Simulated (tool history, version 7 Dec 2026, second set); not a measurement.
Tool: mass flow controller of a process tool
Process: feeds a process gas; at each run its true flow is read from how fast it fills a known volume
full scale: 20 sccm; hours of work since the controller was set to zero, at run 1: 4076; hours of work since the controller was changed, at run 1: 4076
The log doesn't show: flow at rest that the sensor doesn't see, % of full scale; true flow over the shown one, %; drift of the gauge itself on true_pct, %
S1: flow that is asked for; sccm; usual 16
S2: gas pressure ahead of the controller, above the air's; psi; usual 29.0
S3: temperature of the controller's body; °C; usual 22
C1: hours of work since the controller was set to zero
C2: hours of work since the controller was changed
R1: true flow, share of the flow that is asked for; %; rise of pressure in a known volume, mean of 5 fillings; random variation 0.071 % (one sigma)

{"run": 1, "hour": 0.0, "S1": 16, "S2": 29.0, "S3": 22, "C1": 4076, "C2": 4076, "R1": 98.46}
{"run": 2, "hour": 111.2, "S1": 16, "S2": 29.0, "S3": 22, "C1": 4127, "C2": 4127, "R1": 98.3}
{"run": 3, "hour": 367.0, "S1": 16, "S2": 29.0, "S3": 22, "C1": 4243, "C2": 4243, "R1": 98.24}
{"run": 4, "hour": 561.7, "S1": 16, "S2": 29.0, "S3": 22, "C1": 4331, "C2": 4331, "R1": 98.32}
{"run": 5, "hour": 690.2, "S1": 16, "S2": 29.0, "S3": 22, "C1": 4389, "C2": 4389, "R1": 98.38}
{"run": 6, "hour": 953.5, "S1": 16, "S2": 29.0, "S3": 36, "C1": 4509, "C2": 4509, "R1": 98.01}
{"run": 7, "hour": 1157.7, "S1": 16, "S2": 29.0, "S3": 36, "C1": 4601, "C2": 4601, "R1": 97.97}
{"run": 8, "hour": 1357.3, "S1": 16, "S2": 29.0, "S3": 36, "C1": 4692, "C2": 4692, "R1": 98.02}
{"run": 9, "hour": 1588.2, "S1": 16, "S2": 29.0, "S3": 36, "C1": 4797, "C2": 4797, "R1": 98.0}
{"run": 10, "hour": 1817.6, "S1": 16, "S2": 20.9, "S3": 22, "C1": 4901, "C2": 4901, "R1": 98.56}
{"run": 11, "hour": 2080.7, "S1": 16, "S2": 20.9, "S3": 22, "C1": 5020, "C2": 5020, "R1": 98.44}
{"run": 12, "hour": 2242.8, "S1": 11, "S2": 29.0, "S3": 22, "C1": 5094, "C2": 5094, "R1": 97.16}
{"run": 13, "hour": 2436.2, "S1": 3, "S2": 29.0, "S3": 22, "C1": 5182, "C2": 5182, "R1": 91.86}
{"run": 14, "hour": 2690.2, "S1": 16, "S2": 29.0, "S3": 22, "C1": 5297, "C2": 5297, "R1": 98.17}
{"run": 15, "hour": 2842.8, "S1": 16, "S2": 33.6, "S3": 22, "C1": 5366, "C2": 5366, "R1": 97.84}
{"run": 16, "hour": 3023.9, "S1": 16, "S2": 33.6, "S3": 22, "C1": 5448, "C2": 5448, "R1": 97.98}
{"run": 17, "hour": 3134.5, "S1": 16, "S2": 33.6, "S3": 22, "C1": 5499, "C2": 5499, "R1": 97.84}
{"run": 18, "hour": 3358.1, "S1": 16, "S2": 33.6, "S3": 22, "C1": 5600, "C2": 5600, "R1": 97.88}
{"run": 19, "hour": 3619.9, "S1": 16, "S2": 29.0, "S3": 22, "C1": 5719, "C2": 5719, "R1": 98.03}
{"run": 20, "hour": 3856.4, "S1": 16, "S2": 23.2, "S3": 22, "C1": 5826, "C2": 5826, "R1": 98.31}
{"run": 21, "hour": 4042.9, "S1": 16, "S2": 23.2, "S3": 22, "C1": 5911, "C2": 5911, "R1": 98.2}
{"run": 22, "hour": 4287.4, "S1": 16, "S2": 23.2, "S3": 22, "C1": 6022, "C2": 6022, "R1": 98.14}
{"run": 23, "hour": 4431.5, "S1": 4, "S2": 21.6, "S3": 22, "C1": 6087, "C2": 6087, "R1": 92.93}
{"run": 24, "hour": 4676.8, "S1": 4, "S2": 23.6, "S3": 37, "C1": 6199, "C2": 6199, "R1": 92.46}
{"run": 25, "hour": 4936.7, "S1": 11, "S2": 37.0, "S3": 22, "C1": 6317, "C2": 6317, "R1": 96.1}
{"run": 26, "hour": 5083.1, "S1": 2, "S2": 29.0, "S3": 31, "C1": 6383, "C2": 6383, "R1": 87.08}
{"run": 27, "hour": 5195.4, "S1": 2, "S2": 24.7, "S3": 31, "C1": 6434, "C2": 6434, "R1": 87.25}
{"run": 28, "hour": 5340.5, "S1": 5, "S2": 32.2, "S3": 25, "C1": 6500, "C2": 6500, "R1": 93.24}
{"run": 29, "hour": 5586.8, "S1": 5, "S2": 32.2, "S3": 25, "C1": 6612, "C2": 6612, "R1": 93.17}
{"run": 30, "hour": 5722.8, "S1": 5, "S2": 32.2, "S3": 25, "C1": 6673, "C2": 6673, "R1": 93.05}
{"run": 31, "hour": 5987.6, "S1": 5, "S2": 21.2, "S3": 23, "C1": 6794, "C2": 6794, "R1": 93.44}
{"hour": 6026.3, "done": "controller's zero set anew"}
{"run": 32, "hour": 6132.2, "S1": 4, "S2": 25.1, "S3": 22, "C1": 48, "C2": 6859, "R1": 97.27}
{"run": 33, "hour": 6274.6, "S1": 4, "S2": 29.0, "S3": 31, "C1": 113, "C2": 6924, "R1": 96.84}
{"run": 34, "hour": 6476.8, "S1": 16, "S2": 23.4, "S3": 22, "C1": 204, "C2": 7015, "R1": 99.15}
{"run": 35, "hour": 6729.9, "S1": 3, "S2": 39.0, "S3": 27, "C1": 319, "C2": 7130, "R1": 96.12}
{"run": 36, "hour": 6979.6, "S1": 3, "S2": 39.0, "S3": 27, "C1": 433, "C2": 7244, "R1": 95.97}
{"run": 37, "hour": 7207.4, "S1": 7, "S2": 21.2, "S3": 27, "C1": 536, "C2": 7347, "R1": 97.46}
{"run": 38, "hour": 7475.4, "S1": 2, "S2": 26.8, "S3": 28, "C1": 658, "C2": 7469, "R1": 95.75}
{"run": 39, "hour": 7738.7, "S1": 15, "S2": 39.7, "S3": 28, "C1": 777, "C2": 7588, "R1": 98.1}
{"run": 40, "hour": 7934.7, "S1": 18, "S2": 29.0, "S3": 36, "C1": 866, "C2": 7677, "R1": 98.76}
{"run": 41, "hour": 8049.3, "S1": 12, "S2": 24.1, "S3": 24, "C1": 918, "C2": 7729, "R1": 98.16}
{"run": 42, "hour": 8214.3, "S1": 16, "S2": 29.0, "S3": 22, "C1": 993, "C2": 7804, "R1": 98.61}

Hidden state at the last listed run before each entry between runs and at the first one after, where it differs:
Between runs 31 and 32: controller's zero set anew (hour 6026.3)
  flow at rest that the sensor doesn't see, % of full scale: -1.018 -> -0.021; true flow over the shown one, %: -0.44 -> -0.45
  measured less the result without the state, R1: -4.51 -> -0.55 %
